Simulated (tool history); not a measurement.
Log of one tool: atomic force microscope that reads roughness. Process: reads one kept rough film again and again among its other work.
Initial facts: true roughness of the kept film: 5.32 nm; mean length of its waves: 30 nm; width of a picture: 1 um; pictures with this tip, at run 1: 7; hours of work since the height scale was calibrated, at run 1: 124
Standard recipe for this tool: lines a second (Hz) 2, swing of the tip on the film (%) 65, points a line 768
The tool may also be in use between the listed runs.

run	hour	lines a second (Hz)	swing of the tip on the film (%)	points a line	pictures with this tip	hours of work since the height scale was calibrated	roughness of the kept film (nm (root mean square))
1	0	2	65	768	7	124	4.26
2	6.2	2	65	768	17	128	4.143
3	16	2	65	768	32	134	4.032
4	27.9	2	65	768	51	141	3.907
5	35.7	0.91	65	768	63	146	3.987
6	45.7	0.9	65	768	79	152	3.869
7	51.3	0.9	65	768	88	156	3.816
8	60.3	0.9	65	768	102	161	3.738
# hour 66.7: new tip fitted
9	69.2	3.25	65	768	4	166	4.109
10	74.5	3.25	65	768	12	170	4.059
11	80.9	3.25	65	768	22	174	3.957
12	88.8	2	64	768	34	179	4.075
13	97.2	1.78	65	768	48	184	3.97
14	104.2	1.78	65	768	59	188	3.875
15	109.3	1.78	65	768	67	191	3.839
16	115	2	65	813	76	195	3.755
17	120.7	2	75	768	84	198	3.536
18	131.4	2	75	768	101	205	3.446
19	137.3	2	65	768	110	209	3.541
# hour 138.6: new tip fitted
20	147.1	2	65	704	13	214	4.181
21	153.1	2	65	704	23	218	4.084
22	161.7	3.67	65	768	36	223	3.868
23	168	2	65	534	46	227	3.921
24	173.2	2	65	534	54	231	3.889
25	180.1	1.36	60	521	65	235	3.921
26	185.9	1.74	60	617	74	238	3.844
27	194.7	1.74	60	617	88	244	3.758
28	203.1	1.74	60	617	101	249	3.68
# hour 205.1: height scale calibrated on a step standard
# hour 211.1: new tip fitted
29	213.2	0.57	87	511	3	5	4.304
30	222.3	0.87	87	511	18	10	4.123
31	234	0.87	87	511	36	18	3.964
32	243.1	0.87	87	511	50	23	3.873
33	250.4	2	62	911	62	28	3.942
34	261.8	2	79	639	79	35	3.559
35	271	0.96	64	1007	94	40	3.806
# hour 277.8: height scale calibrated on a step standard, once more
36	278.3	0.96	64	1007	104	0	3.722
# hour 283.2: new tip fitted
37	289.1	3.07	65	352	9	7	4.068
38	300.5	2	65	768	27	14	4.126
39	310.7	2	65	768	43	20	3.997
40	316.7	1.27	65	771	52	24	3.989
41	322.9	2.59	65	771	62	28	3.786
42	329	2.59	65	771	71	31	3.748
43	334.7	2	65	312	80	35	3.699
44	340.5	2.81	71	424	90	39	3.463
45	350.9	2.81	71	424	106	45	3.389
# hour 354.9: new tip fitted
46	359	2.81	71	424	7	50	3.986
47	368.3	1.97	68	283	21	55	4.033

Results per run with the tool's hidden condition removed, run-to-run variation unchanged:
Hidden conditions of the tool in this case: radius of the tip, nm; height scale over the true one, %; drift of the gauge itself on roughness_nm, %.
run	roughness of the kept film (nm (root mean square))
1	4.343
2	4.301
3	4.293
4	4.289
5	4.464
6	4.44
7	4.439
8	4.447
9	4.17
10	4.181
11	4.159
12	4.371
13	4.359
14	4.334
15	4.347
16	4.315
17	4.116
18	4.127
19	4.288
20	4.318
21	4.284
22	4.152
23	4.286
24	4.307
25	4.426
26	4.403
27	4.411
28	4.398
29	4.323
30	4.245
31	4.215
32	4.211
33	4.368
34	4.054
35	4.448
36	4.436
37	4.153
38	4.347
39	4.327
40	4.393
41	4.243
42	4.259
43	4.264
44	4.06
45	4.069
46	4.051
47	4.205

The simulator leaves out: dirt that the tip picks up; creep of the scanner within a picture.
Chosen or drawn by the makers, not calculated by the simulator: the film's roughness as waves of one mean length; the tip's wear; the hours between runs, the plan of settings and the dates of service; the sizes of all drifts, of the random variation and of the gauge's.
